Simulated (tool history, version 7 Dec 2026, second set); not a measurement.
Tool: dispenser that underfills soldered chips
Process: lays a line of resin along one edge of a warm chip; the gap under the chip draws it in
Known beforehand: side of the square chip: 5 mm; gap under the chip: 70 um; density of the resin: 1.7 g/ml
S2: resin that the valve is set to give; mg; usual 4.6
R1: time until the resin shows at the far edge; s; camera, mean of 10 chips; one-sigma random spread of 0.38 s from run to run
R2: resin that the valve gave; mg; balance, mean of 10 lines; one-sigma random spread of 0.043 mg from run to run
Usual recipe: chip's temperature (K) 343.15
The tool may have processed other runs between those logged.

run 1 day=0 | chip's_temperature_(K)=343.15 S2=4.6 | R1=37.1 R2=4.39
run 2 day=0.279 | chip's_temperature_(K)=343.15 S2=4.6 | R1=25.9 R2=4.41
run 3 day=0.492 | chip's_temperature_(K)=343.15 S2=5.27 | R1=30.1 R2=5.11
run 4 day=0.646 | chip's_temperature_(K)=347.15 S2=5.27 | R1=29.6 R2=5.04
run 5 day=0.788 | chip's_temperature_(K)=342.15 S2=5.27 | R1=23.3 R2=5.07
run 6 day=0.983 | chip's_temperature_(K)=343.15 S2=4.6 | R1=26.6 R2=4.4
run 7 day=1.138 | chip's_temperature_(K)=331.15 S2=4.6 | R1=45.1 R2=4.51
run 8 day=1.321 | chip's_temperature_(K)=331.15 S2=4.6 | R1=52 R2=4.43
run 9 day=1.6 | chip's_temperature_(K)=331.15 S2=4.6 | R1=38.7 R2=4.36
run 10 day=1.792 | chip's_temperature_(K)=348.15 S2=3.99 | R1=24.8 R2=3.79
run 11 day=1.917 | chip's_temperature_(K)=348.15 S2=3.99 | R1=27.6 R2=3.74
run 12 day=2.05 | chip's_temperature_(K)=348.15 S2=3.99 | R1=30.5 R2=3.73
run 13 day=2.296 | chip's_temperature_(K)=348.15 S2=3.99 | R1=21.8 R2=3.86
run 14 day=2.558 | chip's_temperature_(K)=348.15 S2=3.99 | R1=26.2 R2=3.71
run 15 day=2.762 | chip's_temperature_(K)=348.15 S2=3.99 | R1=29 R2=4.05
run 16 day=2.929 | chip's_temperature_(K)=343.15 S2=4.3 | R1=23 R2=4.25
run 17 day=3.088 | chip's_temperature_(K)=343.15 S2=4.3 | R1=25.3 R2=4.2
run 18 day=3.221 | chip's_temperature_(K)=330.15 S2=4.89 | R1=43.7 R2=4.92

Removed from this log: 6 entries logged between the listed runs. Between which two listed runs does each belong, and how does the tool's hidden state at the listed run before it compare with that at the listed run after it?
Between runs 1 and 2: new syringe of resin (day 0.05)
  resin's viscosity, % of fresh resin's: 163 -> 117.3; dose that the valve gives, % of what is set: 96.9 -> 96.55; true chip temperature over the reading, C: 0.1 -> 0.13
  difference, measured minus the result without the unlogged condition, R1: +14.1 -> +3.8 s; R2: -0.15 -> -0.16 mg
Between runs 4 and 5: new syringe of resin (day 0.75)
  resin's viscosity, % of fresh resin's: 152.9 -> 100.7; dose that the valve gives, % of what is set: 96.05 -> 95.88; true chip temperature over the reading, C: 0.16 -> 0.18
  difference, measured minus the result without the unlogged condition, R1: +10.3 -> +0.1 s; R2: -0.2 -> -0.22 mg
Between runs 8 and 9: new syringe of resin (day 1.458)
  resin's viscosity, % of fresh resin's: 148.6 -> 110.5; dose that the valve gives, % of what is set: 95.18 -> 94.82; true chip temperature over the reading, C: 0.23 -> 0.26
  difference, measured minus the result without the unlogged condition, R1: +17 -> +3.7 s; R2: -0.23 -> -0.24 mg
Between runs 12 and 13: new syringe of resin (day 2.179)
  resin's viscosity, % of fresh resin's: 152.7 -> 109.1; dose that the valve gives, % of what is set: 94.25 -> 93.98; true chip temperature over the reading, C: 0.3 -> 0.32
  difference, measured minus the result without the unlogged condition, R1: +10.7 -> +1.9 s; R2: -0.23 -> -0.24 mg
Between runs 14 and 15: dispensing valve cleaned and set on the balance (day 2.738)
  resin's viscosity, % of fresh resin's: 132 -> 148.5; dose that the valve gives, % of what is set: 93.61 -> 99.72; true chip temperature over the reading, C: 0.34 -> 0.36
  difference, measured minus the result without the unlogged condition, R1: +6.6 -> +9.2 s; R2: -0.25 -> -0.01 mg
Between runs 15 and 16: new syringe of resin (day 2.929)
  resin's viscosity, % of fresh resin's: 148.5 -> 100.6; dose that the valve gives, % of what is set: 99.72 -> 99.53; true chip temperature over the reading, C: 0.36 -> 0.38
  difference, measured minus the result without the unlogged condition, R1: +9.2 -> -0.2 s; R2: -0.01 -> -0.02 mg
